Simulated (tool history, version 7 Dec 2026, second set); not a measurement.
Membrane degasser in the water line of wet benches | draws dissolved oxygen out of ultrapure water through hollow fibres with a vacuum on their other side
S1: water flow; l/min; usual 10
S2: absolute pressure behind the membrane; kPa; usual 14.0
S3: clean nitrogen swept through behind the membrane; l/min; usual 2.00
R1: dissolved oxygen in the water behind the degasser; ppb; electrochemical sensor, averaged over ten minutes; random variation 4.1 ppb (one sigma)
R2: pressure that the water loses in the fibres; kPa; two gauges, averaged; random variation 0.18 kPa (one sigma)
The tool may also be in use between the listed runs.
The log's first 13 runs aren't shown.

run      day  S1    S2    S3      R1     R2
 14   63.458  10  32.0  2.00   667.2  38.19
 15   67.579  10  32.0  2.00   663.9  38.20
 16   71.671  10  14.0  2.69   443.4  37.97
 17   78.167  10  14.0  2.69   451.8  38.27
 18   81.371  16  13.5  0.94  1163.9  61.22
 19   87.329  10   9.0  0.94   503.6  37.96
 20   91.333  10   9.0  0.94   501.7  38.56
 21   98.146   7  29.5  2.00   382.7  26.72
 22  105.338  10  14.0  1.12   585.1  38.91
 23  109.054   9  18.0  3.48   384.8  34.67
 24  112.883   7  23.1  1.90   334.7  26.83
 25  116.496  11  30.2  2.00   763.1  42.34
 26  123.129   7  14.0  2.00   254.6  27.26
 27  129.392  10   9.6  2.00   446.1  38.78
 28  134.738  15  14.0  2.00   944.3  58.25
 29  140.938  15  14.0  2.00   937.9  58.21
 30  144.821  15  14.0  2.39   906.3  58.09
 31  149.375  15  14.0  2.39   916.0  58.43
 32  153.525  10  18.7  1.04   712.7  39.08
 33  160.433  15  21.0  2.23  1024.2  58.66

Forecast each of these 3 alternatives for the next run:
  A  165.158  10  17.8  3.99   ?   ?
  B  165.158  15  21.0  1.20   ?   ?
  C  165.158  16  13.0  2.00   ?   ?

run      R1     R2
  A   457.5  38.97
  B  1201.4  58.47
  C  1010.1  62.51
Without the tool's hidden state the same runs would have given:
run      R1     R2
  A   358.9  35.50
  B  1045.1  53.25
  C   840.4  56.91

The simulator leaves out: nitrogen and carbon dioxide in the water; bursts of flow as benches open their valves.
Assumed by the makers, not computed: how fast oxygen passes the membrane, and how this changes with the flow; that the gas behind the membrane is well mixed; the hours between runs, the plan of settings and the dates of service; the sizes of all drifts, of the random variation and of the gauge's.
